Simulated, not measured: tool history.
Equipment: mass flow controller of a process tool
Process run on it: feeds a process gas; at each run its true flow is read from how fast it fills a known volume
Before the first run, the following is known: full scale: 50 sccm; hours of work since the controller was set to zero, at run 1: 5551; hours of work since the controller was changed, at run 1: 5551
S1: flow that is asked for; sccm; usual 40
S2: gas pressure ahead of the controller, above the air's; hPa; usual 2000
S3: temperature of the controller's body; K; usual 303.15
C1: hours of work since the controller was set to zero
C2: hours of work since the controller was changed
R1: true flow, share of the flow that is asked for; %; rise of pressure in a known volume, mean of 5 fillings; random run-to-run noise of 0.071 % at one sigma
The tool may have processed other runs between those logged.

run 1 hour=0.0 | S1=40 S2=2000 S3=303.15 | C1=5551 C2=5551 | R1=100.00
run 2 hour=436.7 | S1=40 S2=2000 S3=303.15 | C1=5823 C2=5823 | R1=99.97
run 3 hour=845.9 | S1=40 S2=2000 S3=303.15 | C1=6078 C2=6078 | R1=99.72
run 4 hour=1369.0 | S1=40 S2=2000 S3=312.15 | C1=6405 C2=6405 | R1=100.37
-- hour=1454.4 controller's zero set anew
run 5 hour=1908.9 | S1=40 S2=2000 S3=312.15 | C1=284 C2=6741 | R1=100.32
run 6 hour=2409.5 | S1=40 S2=1470 S3=303.15 | C1=596 C2=7053 | R1=99.39
run 7 hour=2739.9 | S1=40 S2=1470 S3=303.15 | C1=802 C2=7260 | R1=99.15
run 8 hour=3063.2 | S1=40 S2=2000 S3=303.15 | C1=1004 C2=7461 | R1=99.25
run 9 hour=3351.2 | S1=40 S2=2000 S3=303.15 | C1=1183 C2=7641 | R1=99.20
run 10 hour=3899.5 | S1=40 S2=2000 S3=303.15 | C1=1525 C2=7983 | R1=99.06
run 11 hour=4223.2 | S1=40 S2=2000 S3=303.15 | C1=1727 C2=8185 | R1=99.00
run 12 hour=4520.8 | S1=40 S2=2000 S3=308.15 | C1=1913 C2=8371 | R1=99.34
run 13 hour=4876.0 | S1=40 S2=2000 S3=308.15 | C1=2135 C2=8592 | R1=99.42
run 14 hour=5349.6 | S1=40 S2=2000 S3=298.15 | C1=2430 C2=8888 | R1=98.52
run 15 hour=5854.5 | S1=40 S2=2000 S3=298.15 | C1=2745 C2=9203 | R1=98.26
run 16 hour=6110.1 | S1=40 S2=2290 S3=303.15 | C1=2904 C2=9362 | R1=98.74
run 17 hour=6368.7 | S1=36 S2=2000 S3=303.15 | C1=3066 C2=9523 | R1=98.48
run 18 hour=6726.5 | S1=36 S2=2000 S3=303.15 | C1=3289 C2=9747 | R1=98.32
run 19 hour=6956.6 | S1=40 S2=2000 S3=303.15 | C1=3433 C2=9890 | R1=98.46
run 20 hour=7502.8 | S1=40 S2=2000 S3=303.15 | C1=3773 C2=10231 | R1=98.44
run 21 hour=8041.7 | S1=40 S2=2000 S3=303.15 | C1=4110 C2=10567 | R1=98.25
run 22 hour=8310.9 | S1=40 S2=2000 S3=303.15 | C1=4277 C2=10735 | R1=98.20
run 23 hour=8773.3 | S1=12 S2=2000 S3=303.15 | C1=4566 C2=11023 | R1=96.78
run 24 hour=8997.2 | S1=12 S2=2650 S3=312.15 | C1=4706 C2=11163 | R1=97.91
run 25 hour=9228.8 | S1=11 S2=1640 S3=303.15 | C1=4850 C2=11308 | R1=96.54
run 26 hour=9697.1 | S1=11 S2=1640 S3=303.15 | C1=5142 C2=11600 | R1=96.43
run 27 hour=10203.7 | S1=11 S2=1420 S3=310.15 | C1=5458 C2=11916 | R1=96.89
-- hour=10427.0 controller exchanged for a calibrated one
run 28 hour=10463.2 | S1=16 S2=2420 S3=310.15 | C1=23 C2=23 | R1=97.49
-- hour=10699.8 gauge calibrated
run 29 hour=10820.7 | S1=10 S2=2780 S3=303.15 | C1=246 C2=246 | R1=98.82
run 30 hour=11077.7 | S1=10 S2=2780 S3=303.15 | C1=406 C2=406 | R1=98.70
run 31 hour=11341.4 | S1=6 S2=2350 S3=307.15 | C1=570 C2=570 | R1=98.60
run 32 hour=11642.7 | S1=29 S2=1440 S3=298.15 | C1=758 C2=758 | R1=98.53
run 33 hour=11947.3 | S1=7 S2=1440 S3=297.15 | C1=948 C2=948 | R1=97.43
run 34 hour=12305.9 | S1=14 S2=2000 S3=307.15 | C1=1172 C2=1172 | R1=98.65
run 35 hour=12696.5 | S1=11 S2=2720 S3=303.15 | C1=1416 C2=1416 | R1=98.44
run 36 hour=13007.2 | S1=20 S2=1830 S3=294.15 | C1=1610 C2=1610 | R1=97.74
run 37 hour=13406.1 | S1=9 S2=1830 S3=299.15 | C1=1859 C2=1859 | R1=97.44
run 38 hour=13783.2 | S1=12 S2=1520 S3=293.15 | C1=2094 C2=2094 | R1=97.01
run 39 hour=14033.9 | S1=7 S2=2720 S3=293.15 | C1=2250 C2=2250 | R1=97.17
run 40 hour=14372.2 | S1=7 S2=2720 S3=293.15 | C1=2461 C2=2461 | R1=97.07
run 41 hour=14640.5 | S1=7 S2=2720 S3=309.15 | C1=2629 C2=2629 | R1=98.28
run 42 hour=14898.1 | S1=7 S2=2720 S3=309.15 | C1=2789 C2=2789 | R1=98.29
run 43 hour=15379.4 | S1=7 S2=2140 S3=306.15 | C1=3090 C2=3090 | R1=97.57

What if the next run were any one of these 5? Each begins from the tool's condition after run 43:
run A hour=15790.9 | S1=13 S2=1470 S3=306.15 | C1=3346 C2=3346 | R1=?
run B hour=15790.9 | S1=24 S2=2250 S3=295.15 | C1=3346 C2=3346 | R1=?
run C hour=15790.9 | S1=14 S2=1850 S3=313.15 | C1=3346 C2=3346 | R1=?
run D hour=15790.9 | S1=10 S2=2140 S3=296.15 | C1=3346 C2=3346 | R1=?
run E hour=15790.9 | S1=14 S2=1550 S3=303.15 | C1=3346 C2=3346 | R1=?

run=A R1=97.68
run=B R1=97.53
run=C R1=98.44
run=D R1=96.86
run=E R1=97.50
With the hidden condition removed and each run's random variation left untouched, the same runs would have given:
run=A R1=98.75
run=B R1=98.58
run=C R1=99.51
run=D R1=97.92
run=E R1=98.56

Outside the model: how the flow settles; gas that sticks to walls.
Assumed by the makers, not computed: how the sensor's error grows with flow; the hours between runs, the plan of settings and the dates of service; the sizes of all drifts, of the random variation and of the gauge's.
